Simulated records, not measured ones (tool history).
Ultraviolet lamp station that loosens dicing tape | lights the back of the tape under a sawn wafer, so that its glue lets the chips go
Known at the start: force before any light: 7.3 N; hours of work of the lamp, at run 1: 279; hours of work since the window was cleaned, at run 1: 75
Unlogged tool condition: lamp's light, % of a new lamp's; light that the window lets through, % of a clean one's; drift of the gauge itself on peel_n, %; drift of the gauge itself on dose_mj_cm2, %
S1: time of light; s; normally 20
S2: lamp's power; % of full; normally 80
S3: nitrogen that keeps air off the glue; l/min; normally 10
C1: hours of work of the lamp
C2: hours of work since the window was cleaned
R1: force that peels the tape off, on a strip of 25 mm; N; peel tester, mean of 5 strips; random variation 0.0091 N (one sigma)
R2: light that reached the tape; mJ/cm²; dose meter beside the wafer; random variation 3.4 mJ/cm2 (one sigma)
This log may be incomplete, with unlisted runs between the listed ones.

| run | hour | S1 | S2 | S3 | C1 | C2 | R1 | R2 |
|---|---|---|---|---|---|---|---|---|
| 1 | 0.0 | 20 | 80 | 10 | 279 | 75 | 0.375 | 543 |
| 2 | 13.1 | 20 | 80 | 10 | 285 | 81 | 0.363 | 550 |
| 3 | 25.9 | 20 | 80 | 10 | 292 | 88 | 0.384 | 546 |
| 4 | 38.7 | 20 | 80 | 10 | 298 | 94 | 0.382 | 546 |
| 5 | 51.1 | 20 | 80 | 10 | 304 | 100 | 0.383 | 547 |
| 6 | 64.8 | 20 | 68 | 10 | 311 | 107 | 0.538 | 465 |
| 7 | 71.5 | 20 | 76 | 10 | 315 | 111 | 0.424 | 519 |
| 8 | 82.9 | 20 | 76 | 10 | 320 | 116 | 0.427 | 523 |
| 9 | 92.8 | 20 | 76 | 10 | 325 | 121 | 0.428 | 515 |
| 10 | 105.2 | 20 | 68 | 5 | 331 | 127 | 1.049 | 466 |
| 11 | 120.8 | 33 | 80 | 11 | 339 | 135 | 0.113 | 905 |
| 12 | 133.2 | 33 | 80 | 11 | 345 | 141 | 0.114 | 898 |
| 13 | 148.7 | 20 | 80 | 10 | 353 | 149 | 0.386 | 550 |
| 14 | 163.3 | 11 | 71 | 6 | 360 | 156 | 2.091 | 268 |
| 15 | 178.9 | 11 | 71 | 6 | 368 | 164 | 2.124 | 265 |
| 16 | 189.7 | 28 | 81 | 7 | 374 | 170 | 0.244 | 778 |
| 17 | 200.1 | 13 | 69 | 7 | 379 | 175 | 1.596 | 305 |
| 18 | 215.2 | 13 | 66 | 7 | 386 | 182 | 1.731 | 293 |

4 options for the next run, each taken on its own from the tool as it stands now. Forecast them:
| A | 226.1 | 11 | 73 | 4 | 392 | 188 | ? | ? |
| B | 226.1 | 18 | 82 | 15 | 392 | 188 | ? | ? |
| C | 226.1 | 13 | 86 | 6 | 392 | 188 | ? | ? |
| D | 226.1 | 10 | 62 | 5 | 392 | 188 | ? | ? |

| run | R1 | R2 |
|---|---|---|
| A | 2.541 | 273 |
| B | 0.329 | 506 |
| C | 1.272 | 383 |
| D | 2.945 | 213 |
Without the tool's unlogged condition, the same runs would have read:
| run | R1 | R2 |
|---|---|---|
| A | 2.536 | 273 |
| B | 0.328 | 507 |
| C | 1.269 | 383 |
| D | 2.941 | 213 |
